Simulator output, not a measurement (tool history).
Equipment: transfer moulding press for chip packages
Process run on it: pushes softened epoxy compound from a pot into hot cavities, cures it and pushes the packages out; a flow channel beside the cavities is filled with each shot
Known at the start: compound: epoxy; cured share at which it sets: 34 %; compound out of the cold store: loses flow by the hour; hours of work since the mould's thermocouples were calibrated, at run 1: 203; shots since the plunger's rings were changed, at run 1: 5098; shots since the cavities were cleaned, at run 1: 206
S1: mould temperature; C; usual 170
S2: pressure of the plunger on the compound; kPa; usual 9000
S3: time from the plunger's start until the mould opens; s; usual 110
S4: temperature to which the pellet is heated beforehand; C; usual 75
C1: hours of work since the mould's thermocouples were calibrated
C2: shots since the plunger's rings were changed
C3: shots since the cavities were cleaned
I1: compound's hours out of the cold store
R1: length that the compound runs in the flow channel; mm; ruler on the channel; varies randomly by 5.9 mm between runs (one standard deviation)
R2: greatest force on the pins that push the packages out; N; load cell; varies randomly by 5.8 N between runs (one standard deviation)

run,day,S1,S2,S3,S4,C1,C2,C3,I1,R1,R2
1,0.000,170,9000,110,75,203,5098,206,32.4,636,209
2,0.579,170,9000,110,75,209,5197,305,40.4,601,200
# day 0.912: plunger's sealing rings changed
3,1.229,170,9000,110,75,214,54,399,16.9,681,223
4,1.725,170,9000,110,75,219,138,483,32.0,630,201
5,2.200,170,9000,110,75,224,220,565,17.5,684,221
6,2.754,170,9000,110,75,229,314,659,33.4,621,197
# day 3.058: cavities cleaned with cleaning compound and waxed
7,3.138,170,9000,110,75,233,369,13,9.1,708,211
8,3.783,170,9000,110,75,239,480,124,33.5,629,197
9,4.212,170,9000,110,75,243,553,197,18.3,677,210
10,4.712,170,9000,110,75,248,638,282,35.7,619,203
11,5.046,170,9000,110,75,252,695,339,9.4,722,208
12,5.488,170,9000,110,75,256,771,415,32.6,634,199
13,6.025,174,9000,110,84,262,862,506,27.3,647,187
14,6.612,170,8940,112,67,268,963,607,15.7,692,205
# day 7.221: cavities cleaned with cleaning compound and waxed
15,7.279,170,8940,112,67,274,1066,10,45.3,585,202
16,7.942,170,8940,150,67,280,1179,123,20.5,655,179
17,8.383,170,8940,150,67,285,1255,199,41.6,603,186
18,8.754,170,8940,150,67,288,1318,262,44.0,587,185
19,9.250,166,7930,112,66,293,1402,346,26.3,621,230
20,9.817,165,6870,103,83,299,1499,443,35.8,553,279
21,10.104,165,6870,103,83,302,1548,492,21.1,591,283

Hidden state at the last listed run before each entry between runs and at the first one after, where it differs:
From run 2 to run 3: plunger's sealing rings changed (day 0.912)
  pressure that reaches the compound, % of what is set: 99.59 -> 99.99; grip of the stained cavities, % over clean ones': 0.9 -> 1.1
From run 6 to run 7: cavities cleaned with cleaning compound and waxed (day 3.058)
  grip of the stained cavities, % over clean ones': 1.7 -> 0.1
From run 14 to run 15: cavities cleaned with cleaning compound and waxed (day 7.221)
  pressure that reaches the compound, % of what is set: 99.92 -> 99.91; grip of the stained cavities, % over clean ones': 1.7 -> 0.1
